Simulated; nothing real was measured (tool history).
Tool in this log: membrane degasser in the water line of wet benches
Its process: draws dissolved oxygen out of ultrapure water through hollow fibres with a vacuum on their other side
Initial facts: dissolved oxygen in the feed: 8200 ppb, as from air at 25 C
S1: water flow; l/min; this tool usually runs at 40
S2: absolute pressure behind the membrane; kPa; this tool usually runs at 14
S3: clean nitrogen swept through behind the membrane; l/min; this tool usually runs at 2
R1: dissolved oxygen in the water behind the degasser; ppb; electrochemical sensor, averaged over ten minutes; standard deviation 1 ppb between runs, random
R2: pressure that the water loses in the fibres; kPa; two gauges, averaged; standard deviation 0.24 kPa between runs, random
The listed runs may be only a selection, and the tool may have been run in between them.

run 1 day=0 | S1=40 S2=14 S3=2 | R1=466.7 R2=62.56
-- day=6.35 seals of the vacuum lines changed
run 2 day=6.35 | S1=49 S2=14 S3=2 | R1=555.1 R2=77.18
run 3 day=10.762 | S1=40 S2=14 S3=3.79 | R1=266.2 R2=62.78
run 4 day=18.342 | S1=40 S2=14 S3=3.79 | R1=267.2 R2=62.97
run 5 day=22.371 | S1=40 S2=14 S3=3.79 | R1=267.2 R2=62.93
run 6 day=29.946 | S1=40 S2=14 S3=2 | R1=467.4 R2=62.53
run 7 day=33.858 | S1=33 S2=14 S3=2 | R1=396.3 R2=51.78
run 8 day=37.942 | S1=40 S2=14 S3=1.72 | R1=528.1 R2=63.5
run 9 day=45.508 | S1=40 S2=14 S3=2 | R1=468.6 R2=63.64
run 10 day=49.583 | S1=40 S2=18.5 S3=2 | R1=646.6 R2=63.28
run 11 day=54.2 | S1=40 S2=10.8 S3=2 | R1=338.1 R2=63.59
run 12 day=59.054 | S1=40 S2=10.8 S3=2 | R1=338.1 R2=63.31
run 13 day=65.808 | S1=45 S2=14 S3=2 | R1=520 R2=71.95
run 14 day=69.475 | S1=45 S2=14 S3=1.7 | R1=592.3 R2=71.62
run 15 day=75.592 | S1=25 S2=13.7 S3=2.46 | R1=250.8 R2=39.4
run 16 day=82.179 | S1=25 S2=13.7 S3=4.56 | R1=141.5 R2=40.04
run 17 day=86.35 | S1=37 S2=8.5 S3=5.87 | R1=85.3 R2=59.12
run 18 day=90.242 | S1=29 S2=12.4 S3=5.87 | R1=113.6 R2=46.65
run 19 day=93.954 | S1=64 S2=29.3 S3=3.28 | R1=1043.4 R2=102.77
run 20 day=98.354 | S1=64 S2=29.3 S3=3.28 | R1=1035.4 R2=101.72
run 21 day=104.542 | S1=64 S2=29.3 S3=3.28 | R1=1036.1 R2=102.6
run 22 day=110.012 | S1=64 S2=29.3 S3=3.28 | R1=1038 R2=101.74
run 23 day=113.708 | S1=47 S2=12 S3=2.45 | R1=379.8 R2=75.24
-- day=118.442 vacuum gauge calibrated
run 24 day=118.858 | S1=62 S2=12 S3=2.45 | R1=474.6 R2=99.77
run 25 day=122.521 | S1=44 S2=9.8 S3=4.62 | R1=151.8 R2=70.56
run 26 day=127.417 | S1=26 S2=8.7 S3=2.99 | R1=113.1 R2=42.02
run 27 day=131.525 | S1=26 S2=8.7 S3=2.99 | R1=113.7 R2=41.66
run 28 day=139.012 | S1=37 S2=17.6 S3=0.84 | R1=1112.4 R2=59.88

Branching from run 28: 3 alternative next runs. What would each branch give?
run A day=147.142 | S1=37 S2=16 S3=0.84 | R1=? R2=?
run B day=147.142 | S1=40 S2=11.9 S3=3.18 | R1=? R2=?
run C day=147.142 | S1=40 S2=16.9 S3=1.72 | R1=? R2=?

run=A R1=997.6 R2=59.23
run=B R1=251.8 R2=64.81
run=C R1=652.9 R2=64.61
Without the tool's hidden state the same runs would have given:
run=A R1=998.3 R2=55.99
run=B R1=249.5 R2=61.28
run=C R1=649.8 R2=61.08
